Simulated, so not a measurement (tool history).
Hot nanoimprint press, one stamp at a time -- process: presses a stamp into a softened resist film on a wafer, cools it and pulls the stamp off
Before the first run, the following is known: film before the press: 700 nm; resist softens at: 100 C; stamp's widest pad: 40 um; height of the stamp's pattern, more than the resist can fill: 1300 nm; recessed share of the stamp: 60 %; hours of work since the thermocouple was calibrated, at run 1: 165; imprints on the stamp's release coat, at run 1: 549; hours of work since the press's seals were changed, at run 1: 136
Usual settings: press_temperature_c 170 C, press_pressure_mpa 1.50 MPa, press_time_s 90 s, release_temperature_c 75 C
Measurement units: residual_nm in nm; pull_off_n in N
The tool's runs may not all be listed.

run	hour	press_temperature_c	press_pressure_mpa	press_time_s	release_temperature_c	hours of work since the thermocouple was calibrated	imprints on the stamp's release coat	hours of work since the press's seals were changed	residual_nm	pull_off_n
1	0.0	170	1.50	90	75	165	549	136	414.8	201
2	46.5	170	1.50	90	75	197	772	168	407.7	211
# hour 60.1: stamp cleaned and given a new release coat
3	123.0	170	1.50	90	75	246	302	217	407.7	196
4	176.4	170	1.50	90	75	283	558	254	407.5	194
# hour 239.1: stamp cleaned and given a new release coat
5	252.1	170	1.50	90	75	331	62	302	401.9	176
6	346.1	170	1.50	90	75	395	513	367	398.5	195
# hour 368.4: plate thermocouple calibrated
# hour 423.5: stamp cleaned and given a new release coat
7	440.1	170	1.50	90	75	45	80	425	419.8	169
8	497.1	170	1.50	155	75	85	354	464	344.4	192
9	569.9	170	1.50	155	75	135	703	515	339.5	209
# hour 599.4: stamp cleaned and given a new release coat
10	635.0	170	1.50	155	75	175	171	555	340.1	175
# hour 685.4: press's hydraulic seals changed and the load cell set to zero
11	736.5	170	1.50	155	75	240	619	35	333.6	205
# hour 782.0: stamp cleaned and given a new release coat
12	822.8	170	1.50	90	75	295	196	91	401.4	178
13	909.9	170	1.50	90	75	355	614	151	402.7	198
# hour 957.5: stamp cleaned and given a new release coat
14	973.9	170	1.50	90	75	395	78	190	396.1	171
# hour 993.4: plate thermocouple calibrated
15	1040.4	170	1.50	90	75	32	383	234	406.0	193
16	1102.1	180	2.04	90	75	75	679	277	210.2	210
# hour 1141.5: stamp cleaned and given a new release coat
17	1193.5	170	1.50	72	75	134	250	336	428.3	184
18	1247.6	170	2.14	90	75	171	510	373	352.1	195
19	1290.3	170	2.14	90	75	200	715	402	346.3	203
# hour 1320.2: stamp cleaned and given a new release coat
20	1369.2	160	2.14	90	73	251	234	453	537.1	191

What does the tool deliver on the next run?
21	1419.9	160	2.14	90	73	286	478	488	?	?

residual_nm: 530.0 nm
pull_off_n: 199 N
Had the tool carried no hidden state, the very same run would have given residual_nm 544.8 nm, pull_off_n 179 N.
